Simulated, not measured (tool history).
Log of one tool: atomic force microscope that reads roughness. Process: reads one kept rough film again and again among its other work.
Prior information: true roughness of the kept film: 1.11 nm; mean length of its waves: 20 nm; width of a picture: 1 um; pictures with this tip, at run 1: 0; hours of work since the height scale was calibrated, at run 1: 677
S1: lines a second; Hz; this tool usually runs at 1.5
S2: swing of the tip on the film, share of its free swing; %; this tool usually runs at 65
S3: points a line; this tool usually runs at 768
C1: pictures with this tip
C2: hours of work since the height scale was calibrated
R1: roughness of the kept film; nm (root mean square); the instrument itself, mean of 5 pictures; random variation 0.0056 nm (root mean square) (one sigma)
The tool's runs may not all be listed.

run 1 day=0 | S1=1.5 S2=65 S3=768 | C1=0 C2=677 | R1=0.972
run 2 day=0.708 | S1=1.5 S2=65 S3=768 | C1=44 C2=690 | R1=0.952
run 3 day=1.121 | S1=1.5 S2=65 S3=768 | C1=70 C2=697 | R1=0.951
run 4 day=2.05 | S1=1.5 S2=65 S3=285 | C1=128 C2=714 | R1=0.908
run 5 day=2.958 | S1=1.5 S2=67 S3=768 | C1=184 C2=731 | R1=0.904
run 6 day=3.742 | S1=1.5 S2=67 S3=768 | C1=233 C2=746 | R1=0.887
run 7 day=4.321 | S1=1.5 S2=67 S3=768 | C1=269 C2=756 | R1=0.874
run 8 day=5.004 | S1=1.5 S2=67 S3=768 | C1=311 C2=769 | R1=0.856
run 9 day=5.742 | S1=1.5 S2=67 S3=768 | C1=357 C2=783 | R1=0.835
-- day=6.25 new tip fitted
run 10 day=6.308 | S1=1.5 S2=67 S3=768 | C1=4 C2=793 | R1=0.989
run 11 day=7.154 | S1=1.5 S2=67 S3=768 | C1=57 C2=808 | R1=0.947
run 12 day=7.892 | S1=1.21 S2=65 S3=768 | C1=102 C2=822 | R1=0.937
run 13 day=8.3 | S1=1.5 S2=65 S3=382 | C1=128 C2=829 | R1=0.919
run 14 day=8.867 | S1=1.5 S2=65 S3=768 | C1=163 C2=840 | R1=0.907
run 15 day=9.254 | S1=1.5 S2=65 S3=768 | C1=187 C2=847 | R1=0.904
run 16 day=9.742 | S1=1.5 S2=65 S3=768 | C1=217 C2=856 | R1=0.901
run 17 day=10.142 | S1=1.5 S2=65 S3=768 | C1=242 C2=863 | R1=0.875
run 18 day=11.046 | S1=1.5 S2=65 S3=768 | C1=298 C2=880 | R1=0.859
run 19 day=11.575 | S1=1.5 S2=65 S3=263 | C1=331 C2=890 | R1=0.827
-- day=12.5 new tip fitted
run 20 day=12.512 | S1=1.5 S2=65 S3=263 | C1=1 C2=907 | R1=0.952
run 21 day=12.912 | S1=1.5 S2=65 S3=565 | C1=26 C2=914 | R1=0.958
run 22 day=13.504 | S1=0.57 S2=65 S3=768 | C1=63 C2=925 | R1=0.948
run 23 day=13.888 | S1=0.57 S2=65 S3=768 | C1=87 C2=932 | R1=0.954
run 24 day=14.488 | S1=0.57 S2=65 S3=768 | C1=124 C2=943 | R1=0.939
run 25 day=14.888 | S1=0.57 S2=65 S3=768 | C1=149 C2=951 | R1=0.933
run 26 day=15.729 | S1=0.57 S2=65 S3=768 | C1=201 C2=966 | R1=0.905
run 27 day=16.592 | S1=0.57 S2=65 S3=768 | C1=255 C2=982 | R1=0.89
run 28 day=17.35 | S1=0.57 S2=83 S3=510 | C1=302 C2=996 | R1=0.85
run 29 day=17.892 | S1=1.5 S2=65 S3=299 | C1=335 C2=1006 | R1=0.844
-- day=18.75 new tip fitted
run 30 day=18.8 | S1=3.14 S2=65 S3=542 | C1=3 C2=1022 | R1=0.959
run 31 day=19.488 | S1=2.14 S2=69 S3=542 | C1=45 C2=1035 | R1=0.956
run 32 day=20.325 | S1=1.03 S2=65 S3=932 | C1=97 C2=1051 | R1=0.957
run 33 day=21 | S1=1.03 S2=65 S3=932 | C1=139 C2=1063 | R1=0.944
run 34 day=21.546 | S1=1.03 S2=65 S3=932 | C1=173 C2=1073 | R1=0.93
run 35 day=22.125 | S1=0.82 S2=62 S3=567 | C1=209 C2=1084 | R1=0.909
run 36 day=22.779 | S1=0.82 S2=62 S3=567 | C1=250 C2=1096 | R1=0.903
run 37 day=23.35 | S1=3.48 S2=76 S3=594 | C1=285 C2=1106 | R1=0.821
run 38 day=24.158 | S1=2.03 S2=62 S3=407 | C1=336 C2=1121 | R1=0.847
run 39 day=24.729 | S1=1.5 S2=65 S3=593 | C1=371 C2=1132 | R1=0.856
-- day=25.004 new tip fitted
run 40 day=25.458 | S1=1.5 S2=83 S3=673 | C1=28 C2=1145 | R1=0.941
run 41 day=25.904 | S1=0.89 S2=65 S3=768 | C1=56 C2=1153 | R1=0.964
run 42 day=26.392 | S1=1.54 S2=63 S3=558 | C1=86 C2=1162 | R1=0.963
run 43 day=26.804 | S1=1.54 S2=63 S3=558 | C1=112 C2=1170 | R1=0.951
run 44 day=27.642 | S1=0.54 S2=88 S3=768 | C1=164 C2=1185 | R1=0.916
run 45 day=28.071 | S1=0.54 S2=77 S3=310 | C1=190 C2=1193 | R1=0.899
run 46 day=28.858 | S1=1.11 S2=77 S3=496 | C1=239 C2=1208 | R1=0.878
run 47 day=29.658 | S1=0.93 S2=90 S3=494 | C1=289 C2=1222 | R1=0.847
run 48 day=30.575 | S1=2.21 S2=72 S3=690 | C1=346 C2=1239 | R1=0.84
run 49 day=31.042 | S1=2.21 S2=72 S3=690 | C1=375 C2=1248 | R1=0.825
-- day=31.296 new tip fitted
run 50 day=31.625 | S1=0.62 S2=80 S3=768 | C1=21 C2=1258 | R1=0.976
run 51 day=32.421 | S1=1.5 S2=56 S3=508 | C1=70 C2=1273 | R1=0.958
run 52 day=33.3 | S1=1.5 S2=78 S3=665 | C1=125 C2=1289 | R1=0.905
run 53 day=33.683 | S1=0.71 S2=67 S3=665 | C1=149 C2=1296 | R1=0.926

Across each entry between runs, compare the hidden state at the last listed run before it with the hidden state at the first listed run after it:
After run 9, before run 10: new tip fitted (day 6.25)
  radius of the tip, nm: 27.1 -> 11.2; height scale over the true one, %: 1.07 -> 1.08
  measured less the result without the state, R1: -0.131 -> -0.001 nm (root mean square)
After run 19, before run 20: new tip fitted (day 12.5)
  radius of the tip, nm: 26 -> 11; height scale over the true one, %: 1.19 -> 1.2
  measured less the result without the state, R1: -0.119 -> +0.002 nm (root mean square)
After run 29, before run 30: new tip fitted (day 18.75)
  radius of the tip, nm: 26 -> 10.3; height scale over the true one, %: 1.31 -> 1.33
  measured less the result without the state, R1: -0.119 -> +0.01 nm (root mean square)
After run 39, before run 40: new tip fitted (day 25.004)
  radius of the tip, nm: 26.8 -> 11.5; height scale over the true one, %: 1.45 -> 1.47
  measured less the result without the state, R1: -0.127 -> +0 nm (root mean square)
After run 49, before run 50: new tip fitted (day 31.296)
  radius of the tip, nm: 27.1 -> 11.4; height scale over the true one, %: 1.58 -> 1.59
  measured less the result without the state, R1: -0.125 -> +0.002 nm (root mean square)
